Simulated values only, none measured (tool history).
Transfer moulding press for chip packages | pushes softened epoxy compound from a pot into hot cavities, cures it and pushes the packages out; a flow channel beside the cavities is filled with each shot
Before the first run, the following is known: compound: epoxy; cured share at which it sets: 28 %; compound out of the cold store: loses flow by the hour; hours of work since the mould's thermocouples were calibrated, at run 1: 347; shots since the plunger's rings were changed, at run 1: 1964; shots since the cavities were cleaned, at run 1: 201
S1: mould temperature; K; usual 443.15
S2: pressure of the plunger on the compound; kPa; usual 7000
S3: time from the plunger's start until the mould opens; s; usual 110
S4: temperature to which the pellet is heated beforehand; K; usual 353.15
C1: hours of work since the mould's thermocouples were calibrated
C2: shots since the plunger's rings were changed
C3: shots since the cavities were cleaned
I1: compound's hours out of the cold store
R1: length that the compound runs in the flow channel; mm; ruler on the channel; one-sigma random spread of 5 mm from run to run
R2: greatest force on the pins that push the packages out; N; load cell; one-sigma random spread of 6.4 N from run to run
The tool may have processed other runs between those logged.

Run 1, day 0.000: usual settings; C1 347; C2 1964; C3 201; I1 10.3. Result: R1 720 mm, R2 319 N.
Run 2, day 1.379: usual settings; C1 361; C2 2199; C3 436; I1 16.4. Result: R1 690 mm, R2 339 N.
Run 3, day 2.446: usual settings but S4 357.15 K; C1 372; C2 2379; C3 616; I1 35.2. Result: R1 605 mm, R2 362 N.
At day 2.683: cavities cleaned with cleaning compound and waxed.
Run 4, day 3.342: usual settings but S3 139 s; C1 381; C2 2521; C3 111; I1 39.2. Result: R1 594 mm, R2 240 N.
Run 5, day 4.688: usual settings but S3 139 s; C1 394; C2 2750; C3 340; I1 41.9. Result: R1 581 mm, R2 288 N.
Run 6, day 5.892: usual settings but S3 139 s; C1 407; C2 2955; C3 545; I1 44.0. Result: R1 566 mm, R2 286 N.
At day 6.575: cavities cleaned with cleaning compound and waxed.
Run 7, day 6.575: usual settings but S3 139 s; C1 413; C2 3060; C3 0; I1 25.5. Result: R1 649 mm, R2 217 N.
Run 8, day 7.246: usual settings but S3 139 s; C1 420; C2 3175; C3 115; I1 32.4. Result: R1 619 mm, R2 252 N.
At day 7.750: mould's thermocouples calibrated.
Run 9, day 8.008: usual settings but S3 139 s; C1 3; C2 3291; C3 231; I1 29.5. Result: R1 633 mm, R2 268 N.
Run 10, day 9.412: usual settings but S4 345.15 K; C1 17; C2 3529; C3 469; I1 40.9. Result: R1 578 mm, R2 337 N.
At day 10.588: cavities cleaned with cleaning compound and waxed.
Run 11, day 10.871: usual settings but S4 345.15 K; C1 31; C2 3766; C3 48; I1 21.5. Result: R1 661 mm, R2 297 N.
Run 12, day 12.146: usual settings but S1 439.15 K; C1 44; C2 3983; C3 265; I1 36.0. Result: R1 604 mm, R2 384 N.
Run 13, day 13.529: usual settings but S1 439.15 K; C1 58; C2 4219; C3 501; I1 35.7. Result: R1 615 mm, R2 424 N.
Run 14, day 14.129: usual settings but S1 439.15 K; C1 64; C2 4321; C3 603; I1 23.4. Result: R1 662 mm, R2 465 N.
At day 14.508: cavities cleaned with cleaning compound and waxed.
Run 15, day 15.183: usual settings but S2 6600 kPa; C1 74; C2 4490; C3 116; I1 16.4. Result: R1 661 mm, R2 308 N.
At day 15.925: mould's thermocouples calibrated, once more.
Run 16, day 16.338: usual settings but S2 6600 kPa; C1 4; C2 4672; C3 298; I1 37.9. Result: R1 568 mm, R2 309 N.
Run 17, day 17.642: usual settings but S3 114 s, S4 344.15 K; C1 17; C2 4893; C3 519; I1 17.1. Result: R1 678 mm, R2 326 N.
At day 18.454: cavities cleaned with cleaning compound and waxed.
Run 18, day 19.146: usual settings but S3 114 s, S4 344.15 K; C1 32; C2 5139; C3 118; I1 30.2. Result: R1 608 mm, R2 276 N.
Run 19, day 20.404: usual settings but S1 442.15 K, S2 6500 kPa; C1 45; C2 5353; C3 332; I1 31.1. Result: R1 593 mm, R2 316 N.
At day 21.242: plunger's sealing rings changed.
Run 20, day 21.571: usual settings but S1 450.15 K, S2 6900 kPa, S3 135 s, S4 356.15 K; C1 56; C2 56; C3 512; I1 11.7. Result: R1 710 mm, R2 289 N.
At day 22.433: cavities cleaned with cleaning compound and waxed.
Run 21, day 22.433: usual settings but S1 450.15 K, S2 6900 kPa, S3 135 s, S4 356.15 K; C1 64; C2 192; C3 0; I1 39.1. Result: R1 591 mm, R2 212 N.
Run 22, day 23.283: usual settings but S2 7170 kPa, S4 356.15 K; C1 72; C2 337; C3 145; I1 14.2. Result: R1 725 mm, R2 299 N.
Run 23, day 24.496: usual settings but S1 450.15 K, S2 8460 kPa, S3 96 s, S4 362.15 K; C1 85; C2 543; C3 351; I1 8.8. Result: R1 799 mm, R2 292 N.
Run 24, day 25.533: usual settings but S1 447.15 K; C1 95; C2 719; C3 527; I1 9.9. Result: R1 722 mm, R2 314 N.
Run 25, day 26.138: usual settings but S1 442.15 K, S3 138 s; C1 101; C2 823; C3 631; I1 21.2. Result: R1 685 mm, R2 299 N.
At day 26.317: cavities cleaned with cleaning compound and waxed.
Run 26, day 27.492: usual settings but S1 442.15 K, S3 141 s, S4 351.15 K; C1 114; C2 1042; C3 200; I1 32.1. Result: R1 621 mm, R2 257 N.
Run 27, day 28.675: usual settings but S2 8270 kPa, S3 136 s, S4 348.15 K; C1 126; C2 1243; C3 401; I1 24.5. Result: R1 730 mm, R2 298 N.
Run 28, day 29.550: usual settings but S2 8270 kPa, S3 136 s, S4 348.15 K; C1 135; C2 1392; C3 550; I1 20.1. Result: R1 740 mm, R2 310 N.

For some of the steps in R1 from one run to the next: how much would appear even if the tool had no hidden state, given the settings, what came in and random variation, and how much remains for the hidden state plus any gauge scatter that the measured result and the result without hidden state don't share?
Hidden conditions of the tool in this case: true mould temperature over the reading, C; pressure that reaches the compound, % of what is set; grip of the stained cavities, % over clean ones'; drift of the gauge itself on flow_mm, %; drift of the gauge itself on push_out_n, %.
Run 16 -> 17: S2 6600 -> 7000, S3 110 -> 114, S4 353.15 -> 344.15. R1 +110 mm: hidden state -5, all else +115.
Run 19 -> 20: S1 442.15 -> 450.15, S2 6500 -> 6900, S3 110 -> 135, S4 353.15 -> 356.15, plunger's sealing rings changed. R1 +117 mm: hidden state +25, all else +92.
Run 20 -> 21: cavities cleaned with cleaning compound and waxed. R1 -119 mm: hidden state -1, all else -118.
Run 21 -> 22: S1 450.15 -> 443.15, S2 6900 -> 7170, S3 135 -> 110. R1 +134 mm: hidden state -1, all else +135.
